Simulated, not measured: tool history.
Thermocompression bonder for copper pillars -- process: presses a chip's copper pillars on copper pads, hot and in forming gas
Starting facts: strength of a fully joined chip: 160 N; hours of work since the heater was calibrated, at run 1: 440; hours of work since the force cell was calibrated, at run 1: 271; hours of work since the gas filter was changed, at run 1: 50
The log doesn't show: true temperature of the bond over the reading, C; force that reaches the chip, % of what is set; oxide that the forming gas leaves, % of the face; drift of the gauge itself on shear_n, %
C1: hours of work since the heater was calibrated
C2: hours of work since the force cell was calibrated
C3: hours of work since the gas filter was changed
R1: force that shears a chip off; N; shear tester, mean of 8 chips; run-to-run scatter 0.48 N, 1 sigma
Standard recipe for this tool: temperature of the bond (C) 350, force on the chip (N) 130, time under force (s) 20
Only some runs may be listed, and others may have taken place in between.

{"run": 1, "hour": 0.0, "temperature of the bond (C)": 350, "force on the chip (N)": 130, "time under force (s)": 20, "C1": 440, "C2": 271, "C3": 50, "R1": 115.8}
{"run": 2, "hour": 5.3, "temperature of the bond (C)": 350, "force on the chip (N)": 130, "time under force (s)": 20, "C1": 445, "C2": 275, "C3": 54, "R1": 115.2}
{"run": 3, "hour": 14.9, "temperature of the bond (C)": 350, "force on the chip (N)": 130, "time under force (s)": 20, "C1": 452, "C2": 283, "C3": 62, "R1": 114.8}
{"run": 4, "hour": 20.5, "temperature of the bond (C)": 350, "force on the chip (N)": 130, "time under force (s)": 20, "C1": 457, "C2": 287, "C3": 66, "R1": 115.8}
{"run": 5, "hour": 31.1, "temperature of the bond (C)": 350, "force on the chip (N)": 130, "time under force (s)": 10, "C1": 465, "C2": 295, "C3": 75, "R1": 96.6}
{"run": 6, "hour": 37.2, "temperature of the bond (C)": 350, "force on the chip (N)": 130, "time under force (s)": 20, "C1": 470, "C2": 300, "C3": 79, "R1": 115.8}
{"run": 7, "hour": 41.7, "temperature of the bond (C)": 350, "force on the chip (N)": 79, "time under force (s)": 20, "C1": 473, "C2": 304, "C3": 83, "R1": 83.8}
{"run": 8, "hour": 51.4, "temperature of the bond (C)": 337, "force on the chip (N)": 130, "time under force (s)": 21, "C1": 481, "C2": 311, "C3": 90, "R1": 106.2}
{"run": 9, "hour": 56.5, "temperature of the bond (C)": 337, "force on the chip (N)": 130, "time under force (s)": 17, "C1": 485, "C2": 315, "C3": 94, "R1": 100.3}
{"run": 10, "hour": 62.1, "temperature of the bond (C)": 337, "force on the chip (N)": 130, "time under force (s)": 17, "C1": 489, "C2": 320, "C3": 99, "R1": 100.1}
{"run": 11, "hour": 67.5, "temperature of the bond (C)": 336, "force on the chip (N)": 130, "time under force (s)": 15, "C1": 493, "C2": 324, "C3": 103, "R1": 94.9}
{"run": 12, "hour": 72.5, "temperature of the bond (C)": 374, "force on the chip (N)": 148, "time under force (s)": 50, "C1": 497, "C2": 328, "C3": 107, "R1": 151.4}

Predict each of these 4 candidate next runs independently; none follows another, all start after run 12:
{"run": "A", "hour": 80.3, "temperature of the bond (C)": 346, "force on the chip (N)": 81, "time under force (s)": 14, "C1": 504, "C2": 334, "C3": 113, "R1": "?"}
{"run": "B", "hour": 80.3, "temperature of the bond (C)": 325, "force on the chip (N)": 132, "time under force (s)": 11, "C1": 504, "C2": 334, "C3": 113, "R1": "?"}
{"run": "C", "hour": 80.3, "temperature of the bond (C)": 374, "force on the chip (N)": 131, "time under force (s)": 10, "C1": 504, "C2": 334, "C3": 113, "R1": "?"}
{"run": "D", "hour": 80.3, "temperature of the bond (C)": 332, "force on the chip (N)": 148, "time under force (s)": 50, "C1": 504, "C2": 334, "C3": 113, "R1": "?"}

run=A R1=72.7
run=B R1=77.8
run=C R1=114.5
run=D R1=131.8
The same runs, with their run-to-run variation unchanged, on a tool lacking any hidden condition would have given:
run=A R1=73.5
run=B R1=78.7
run=C R1=115.7
run=D R1=133.2
